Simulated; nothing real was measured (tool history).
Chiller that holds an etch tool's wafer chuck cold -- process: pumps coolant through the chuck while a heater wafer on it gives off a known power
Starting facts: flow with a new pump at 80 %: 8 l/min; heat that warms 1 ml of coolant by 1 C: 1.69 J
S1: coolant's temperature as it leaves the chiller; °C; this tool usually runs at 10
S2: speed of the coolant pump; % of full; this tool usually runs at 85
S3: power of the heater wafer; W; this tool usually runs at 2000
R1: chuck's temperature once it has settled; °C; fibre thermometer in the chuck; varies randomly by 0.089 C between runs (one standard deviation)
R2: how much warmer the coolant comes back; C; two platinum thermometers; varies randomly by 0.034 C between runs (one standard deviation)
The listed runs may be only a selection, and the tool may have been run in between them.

Run 1, hour 0.0: usual settings. Result: R1 29.70 °C, R2 8.28 C.
Run 2, hour 42.6: usual settings. Result: R1 29.58 °C, R2 8.28 C.
Run 3, hour 92.5: usual settings. Result: R1 29.60 °C, R2 8.29 C.
Run 4, hour 121.4: usual settings. Result: R1 29.65 °C, R2 8.24 C.
Run 5, hour 148.8: usual settings. Result: R1 29.57 °C, R2 8.33 C.
Run 6, hour 189.5: usual settings but S1 4 °C. Result: R1 23.65 °C, R2 8.31 C.
Run 7, hour 223.1: usual settings but S1 4 °C. Result: R1 23.69 °C, R2 8.28 C.
Run 8, hour 252.6: usual settings but S1 4 °C. Result: R1 23.63 °C, R2 8.31 C.
Run 9, hour 310.3: usual settings but S3 1265 W. Result: R1 22.59 °C, R2 5.22 C.
Run 10, hour 349.4: usual settings but S3 1265 W. Result: R1 22.42 °C, R2 5.31 C.
Run 11, hour 382.1: usual settings but S1 9 °C. Result: R1 28.82 °C, R2 8.29 C.
Run 12, hour 432.7: usual settings but S1 9 °C. Result: R1 28.57 °C, R2 8.28 C.
Run 13, hour 486.3: usual settings but S1 9 °C. Result: R1 28.60 °C, R2 8.29 C.
Run 14, hour 535.4: usual settings but S1 9 °C, S2 98 % of full. Result: R1 26.79 °C, R2 7.10 C.
Run 15, hour 577.6: usual settings but S1 9 °C, S2 98 % of full. Result: R1 26.82 °C, R2 7.11 C.
Run 16, hour 623.4: usual settings but S1 9 °C, S2 86 % of full. Result: R1 28.52 °C, R2 8.14 C.
Run 17, hour 653.4: usual settings but S1 4 °C, S2 99 % of full, S3 2582 W. Result: R1 26.70 °C, R2 9.08 C.
Run 18, hour 717.9: usual settings but S2 65 % of full, S3 1925 W. Result: R1 32.93 °C, R2 10.69 C.
Run 19, hour 761.0: usual settings but S2 65 % of full, S3 1925 W. Result: R1 33.07 °C, R2 10.65 C.
Run 20, hour 817.9: usual settings but S2 65 % of full, S3 1925 W. Result: R1 33.22 °C, R2 10.63 C.
Run 21, hour 856.3: usual settings but S2 65 % of full, S3 1925 W. Result: R1 33.03 °C, R2 10.61 C.
Run 22, hour 884.7: usual settings but S2 67 % of full, S3 1059 W. Result: R1 22.60 °C, R2 5.72 C.
Run 23, hour 946.2: usual settings but S2 67 % of full, S3 1059 W. Result: R1 22.75 °C, R2 5.69 C.
Run 24, hour 993.1: usual settings but S1 14 °C, S2 67 % of full, S3 1380 W. Result: R1 30.31 °C, R2 7.43 C.
Run 25, hour 1034.8: usual settings but S1 7 °C, S2 71 % of full, S3 2027 W. Result: R1 29.84 °C, R2 10.20 C.
Run 26, hour 1091.8: usual settings but S1 7 °C, S2 89 % of full, S3 1681 W. Result: R1 23.17 °C, R2 6.65 C.
Run 27, hour 1136.6: usual settings but S1 7 °C, S2 89 % of full, S3 1681 W. Result: R1 23.24 °C, R2 6.65 C.
Run 28, hour 1168.2: usual settings. Result: R1 29.82 °C, R2 8.29 C.
Run 29, hour 1215.6: usual settings. Result: R1 29.86 °C, R2 8.29 C.
Run 30, hour 1279.9: usual settings but S1 9 °C, S2 64 % of full, S3 1353 W. Result: R1 25.68 °C, R2 7.58 C.

For run 31, what comes out?
Run 31, hour 1338.9: usual settings but S1 9 °C, S2 64 % of full, S3 1353 W. Result: R1 ?, R2 ?.

Logged for run 31: R1 25.66 °C, R2 7.63 C.
Minus the tool's unlogged condition, the same run would have read R1 25.32 °C, R2 7.63 C.
